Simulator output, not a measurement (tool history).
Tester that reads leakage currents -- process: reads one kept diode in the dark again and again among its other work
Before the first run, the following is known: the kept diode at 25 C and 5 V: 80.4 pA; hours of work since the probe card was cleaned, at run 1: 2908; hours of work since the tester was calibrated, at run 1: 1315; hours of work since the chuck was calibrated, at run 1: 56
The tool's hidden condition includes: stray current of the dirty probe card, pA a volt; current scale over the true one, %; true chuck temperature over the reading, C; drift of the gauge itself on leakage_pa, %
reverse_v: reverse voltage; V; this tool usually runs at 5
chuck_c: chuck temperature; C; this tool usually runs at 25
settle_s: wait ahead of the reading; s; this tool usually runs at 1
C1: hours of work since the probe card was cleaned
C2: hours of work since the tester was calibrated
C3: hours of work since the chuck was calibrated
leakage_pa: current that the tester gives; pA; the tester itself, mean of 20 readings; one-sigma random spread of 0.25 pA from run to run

{"run": 1, "day": 0.0, "reverse_v": 5, "chuck_c": 25, "settle_s": 1, "C1": 2908, "C2": 1315, "C3": 56, "leakage_pa": 86.55}
{"run": 2, "day": 4.662, "reverse_v": 5, "chuck_c": 25, "settle_s": 1, "C1": 2985, "C2": 1393, "C3": 133, "leakage_pa": 87.87}
{"run": 3, "day": 10.021, "reverse_v": 5, "chuck_c": 25, "settle_s": 1, "C1": 3074, "C2": 1481, "C3": 221, "leakage_pa": 88.51}
{"day": 12.542, "done": "probe card cleaned and baked"}
{"run": 4, "day": 13.262, "reverse_v": 5, "chuck_c": 25, "settle_s": 1, "C1": 12, "C2": 1533, "C3": 273, "leakage_pa": 84.07}
{"run": 5, "day": 18.533, "reverse_v": 5, "chuck_c": 25, "settle_s": 1, "C1": 99, "C2": 1620, "C3": 360, "leakage_pa": 86.15}
{"run": 6, "day": 21.804, "reverse_v": 5, "chuck_c": 25, "settle_s": 1, "C1": 153, "C2": 1674, "C3": 414, "leakage_pa": 86.57}
{"run": 7, "day": 25.242, "reverse_v": 5, "chuck_c": 25, "settle_s": 1, "C1": 210, "C2": 1731, "C3": 471, "leakage_pa": 87.96}
{"run": 8, "day": 31.875, "reverse_v": 5, "chuck_c": 25, "settle_s": 1, "C1": 320, "C2": 1840, "C3": 581, "leakage_pa": 88.37}
{"run": 9, "day": 37.629, "reverse_v": 5, "chuck_c": 25, "settle_s": 1, "C1": 415, "C2": 1936, "C3": 676, "leakage_pa": 90.25}
{"run": 10, "day": 42.288, "reverse_v": 5, "chuck_c": 25, "settle_s": 1, "C1": 492, "C2": 2013, "C3": 753, "leakage_pa": 91.08}
{"run": 11, "day": 46.8, "reverse_v": 3.38, "chuck_c": 25, "settle_s": 1, "C1": 567, "C2": 2087, "C3": 828, "leakage_pa": 78.26}
{"run": 12, "day": 52.854, "reverse_v": 5, "chuck_c": 25, "settle_s": 3.58, "C1": 667, "C2": 2187, "C3": 928, "leakage_pa": 92.91}
{"run": 13, "day": 57.783, "reverse_v": 5, "chuck_c": 25, "settle_s": 3.58, "C1": 748, "C2": 2269, "C3": 1009, "leakage_pa": 93.53}
{"run": 14, "day": 61.908, "reverse_v": 5, "chuck_c": 25, "settle_s": 3.58, "C1": 816, "C2": 2337, "C3": 1077, "leakage_pa": 95.27}
{"day": 65.458, "done": "chuck's temperature calibrated"}
{"run": 15, "day": 65.458, "reverse_v": 5, "chuck_c": 25, "settle_s": 3.58, "C1": 874, "C2": 2394, "C3": 0, "leakage_pa": 80.62}
{"run": 16, "day": 69.429, "reverse_v": 5, "chuck_c": 25, "settle_s": 3.58, "C1": 939, "C2": 2460, "C3": 66, "leakage_pa": 81.15}
{"run": 17, "day": 72.854, "reverse_v": 5, "chuck_c": 25, "settle_s": 3.58, "C1": 996, "C2": 2517, "C3": 122, "leakage_pa": 81.78}
{"run": 18, "day": 76.638, "reverse_v": 5, "chuck_c": 25, "settle_s": 1, "C1": 1059, "C2": 2579, "C3": 185, "leakage_pa": 82.65}
{"run": 19, "day": 83.325, "reverse_v": 5, "chuck_c": 25, "settle_s": 1, "C1": 1169, "C2": 2690, "C3": 295, "leakage_pa": 84.37}
{"run": 20, "day": 90.492, "reverse_v": 5, "chuck_c": 25, "settle_s": 1, "C1": 1288, "C2": 2808, "C3": 414, "leakage_pa": 85.71}
{"run": 21, "day": 96.404, "reverse_v": 5, "chuck_c": 25, "settle_s": 0.45, "C1": 1385, "C2": 2906, "C3": 512, "leakage_pa": 88.49}
{"run": 22, "day": 101.075, "reverse_v": 12.5, "chuck_c": 25, "settle_s": 1, "C1": 1463, "C2": 2983, "C3": 589, "leakage_pa": 130.12}
{"run": 23, "day": 107.204, "reverse_v": 16.84, "chuck_c": 20, "settle_s": 1.51, "C1": 1564, "C2": 3085, "C3": 690, "leakage_pa": 103.36}
{"run": 24, "day": 111.712, "reverse_v": 11.93, "chuck_c": 38, "settle_s": 1, "C1": 1639, "C2": 3159, "C3": 765, "leakage_pa": 334.09}
{"run": 25, "day": 116.433, "reverse_v": 11.93, "chuck_c": 38, "settle_s": 1, "C1": 1717, "C2": 3237, "C3": 843, "leakage_pa": 338.29}
{"run": 26, "day": 122.9, "reverse_v": 2.99, "chuck_c": 53, "settle_s": 4.56, "C1": 1824, "C2": 3344, "C3": 950, "leakage_pa": 544.65}
{"run": 27, "day": 129.671, "reverse_v": 2.99, "chuck_c": 53, "settle_s": 4.56, "C1": 1936, "C2": 3456, "C3": 1062, "leakage_pa": 554.17}
{"run": 28, "day": 133.196, "reverse_v": 2.99, "chuck_c": 53, "settle_s": 4.56, "C1": 1994, "C2": 3515, "C3": 1120, "leakage_pa": 556.29}
{"day": 134.429, "done": "chuck's temperature calibrated"}
{"run": 29, "day": 139.338, "reverse_v": 18.69, "chuck_c": 27, "settle_s": 1.96, "C1": 2094, "C2": 3615, "C3": 81, "leakage_pa": 174.43}
{"run": 30, "day": 145.462, "reverse_v": 13.54, "chuck_c": 27, "settle_s": 1.96, "C1": 2195, "C2": 3716, "C3": 182, "leakage_pa": 153}
{"run": 31, "day": 148.742, "reverse_v": 14.47, "chuck_c": 43, "settle_s": 1.01, "C1": 2250, "C2": 3770, "C3": 237, "leakage_pa": 496.19}
{"run": 32, "day": 155.258, "reverse_v": 5, "chuck_c": 25, "settle_s": 0.83, "C1": 2357, "C2": 3878, "C3": 344, "leakage_pa": 88.69}
{"run": 33, "day": 158.517, "reverse_v": 5, "chuck_c": 25, "settle_s": 0.83, "C1": 2411, "C2": 3932, "C3": 398, "leakage_pa": 89.23}
{"run": 34, "day": 161.971, "reverse_v": 5, "chuck_c": 25, "settle_s": 0.83, "C1": 2468, "C2": 3989, "C3": 455, "leakage_pa": 89.73}
{"run": 35, "day": 167.571, "reverse_v": 1.01, "chuck_c": 30, "settle_s": 0.83, "C1": 2561, "C2": 4082, "C3": 548, "leakage_pa": 68.63}
{"run": 36, "day": 174.679, "reverse_v": 1.01, "chuck_c": 30, "settle_s": 0.83, "C1": 2678, "C2": 4199, "C3": 666, "leakage_pa": 69.6}
{"run": 37, "day": 178.992, "reverse_v": 2.83, "chuck_c": 30, "settle_s": 0.36, "C1": 2750, "C2": 4271, "C3": 737, "leakage_pa": 107.79}
{"run": 38, "day": 184.888, "reverse_v": 2.83, "chuck_c": 30, "settle_s": 0.36, "C1": 2847, "C2": 4368, "C3": 834, "leakage_pa": 109.55}
{"run": 39, "day": 191.862, "reverse_v": 2.09, "chuck_c": 58, "settle_s": 1, "C1": 2963, "C2": 4483, "C3": 950, "leakage_pa": 667.58}

Here are 5 independent what-if runs from the current tool condition. What would each one return?
{"run": "A", "day": 195.717, "reverse_v": 1.37, "chuck_c": 40, "settle_s": 3.55, "C1": 3026, "C2": 4547, "C3": 1013, "leakage_pa": "?"}
{"run": "B", "day": 195.717, "reverse_v": 7.02, "chuck_c": 48, "settle_s": 0.74, "C1": 3026, "C2": 4547, "C3": 1013, "leakage_pa": "?"}
{"run": "C", "day": 195.717, "reverse_v": 5, "chuck_c": 50, "settle_s": 1, "C1": 3026, "C2": 4547, "C3": 1013, "leakage_pa": "?"}
{"run": "D", "day": 195.717, "reverse_v": 1.17, "chuck_c": 44, "settle_s": 1, "C1": 3026, "C2": 4547, "C3": 1013, "leakage_pa": "?"}
{"run": "E", "day": 195.717, "reverse_v": 5, "chuck_c": 49, "settle_s": 1, "C1": 3026, "C2": 4547, "C3": 1013, "leakage_pa": "?"}

run=A leakage_pa=170.23
run=B leakage_pa=569.44
run=C leakage_pa=566.1
run=D leakage_pa=212.3
run=E leakage_pa=531.26
The same runs, with their run-to-run variation unchanged, on a tool lacking any hidden condition would have given:
run=A leakage_pa=150.29
run=B leakage_pa=504.36
run=C leakage_pa=503.79
run=D leakage_pa=188.58
run=E leakage_pa=472.12
